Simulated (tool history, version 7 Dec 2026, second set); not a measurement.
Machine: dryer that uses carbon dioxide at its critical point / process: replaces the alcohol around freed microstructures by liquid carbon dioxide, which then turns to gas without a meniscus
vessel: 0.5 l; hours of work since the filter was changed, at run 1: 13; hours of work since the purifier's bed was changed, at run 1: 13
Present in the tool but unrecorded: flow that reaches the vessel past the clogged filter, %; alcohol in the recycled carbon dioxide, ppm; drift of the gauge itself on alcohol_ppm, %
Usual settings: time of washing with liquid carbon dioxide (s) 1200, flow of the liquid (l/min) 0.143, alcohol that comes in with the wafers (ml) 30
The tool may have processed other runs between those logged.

| run | hour | time of washing with liquid carbon dioxide (s) | flow of the liquid (l/min) | alcohol that comes in with the wafers (ml) | hours of work since the filter was changed | hours of work since the purifier's bed was changed | alcohol left in the vessel before it's heated (ppm by volume) |
|---|---|---|---|---|---|---|---|
| 1 | 0.0 | 1200 | 0.143 | 30 | 13 | 13 | 280 |
| 2 | 9.8 | 1200 | 0.143 | 30 | 20 | 20 | 271 |
| 3 | 29.2 | 1200 | 0.143 | 30 | 34 | 34 | 272 |
| 4 | 47.1 | 1200 | 0.143 | 51 | 46 | 46 | 503 |
| 5 | 62.8 | 1200 | 0.143 | 51 | 58 | 58 | 500 |
| 6 | 81.7 | 840 | 0.143 | 30 | 71 | 71 | 1510 |
| 7 | 95.4 | 840 | 0.143 | 30 | 81 | 81 | 1537 |
| 8 | 111.5 | 840 | 0.143 | 30 | 92 | 92 | 1562 |
| 9 | 125.6 | 840 | 0.143 | 30 | 102 | 102 | 1606 |

Expected results for the next run?
| 10 | 139.7 | 840 | 0.143 | 67 | 112 | 112 | ? |

alcohol left in the vessel before it's heated (ppm by volume): 3733
On a tool with no hidden condition, and with the same random variation, this run would have come out at alcohol left in the vessel before it's heated (ppm by volume) 2933.
